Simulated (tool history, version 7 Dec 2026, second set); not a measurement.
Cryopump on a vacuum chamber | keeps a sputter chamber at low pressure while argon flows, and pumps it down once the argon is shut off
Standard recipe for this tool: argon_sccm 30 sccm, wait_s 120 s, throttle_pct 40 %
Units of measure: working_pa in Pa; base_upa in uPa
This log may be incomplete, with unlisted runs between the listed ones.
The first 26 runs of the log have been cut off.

run,hour,argon_sccm,wait_s,throttle_pct,hours of work since the pump was warmed up and emptied,hours of work since the cold head was overhauled,hours of work since the chamber's fittings were tightened,working_pa,base_upa
27,305.0,14,40,25,439,439,1679,0.0793,4.41
28,316.1,21,24,25,445,445,1685,0.1190,5.64
29,330.1,42,120,21,452,452,1693,0.2816,3.19
30,337.7,42,120,21,456,456,1697,0.2798,3.16
31,347.6,42,120,21,462,462,1702,0.2838,3.21
32,363.4,18,120,40,470,470,1711,0.0652,3.25
33,379.3,30,195,40,479,479,1719,0.1089,3.04
34,386.7,15,195,42,483,483,1723,0.0525,2.99

Each row is a separate what-if for the run after 34, all from the same tool condition, not one after another. Results?
A,401.7,29,31,27,491,491,1732,?,?
B,401.7,42,169,40,491,491,1732,?,?
C,401.7,13,73,27,491,491,1732,?,?
D,401.7,15,207,42,491,491,1732,?,?

run,working_pa,base_upa
A,0.1523,5.07
B,0.1524,3.04
C,0.0688,3.65
D,0.0512,3.03
What these runs would have given with no unlogged condition in the tool:
run,working_pa,base_upa
A,0.1450,2.66
B,0.1418,0.66
C,0.0655,1.27
D,0.0475,0.62
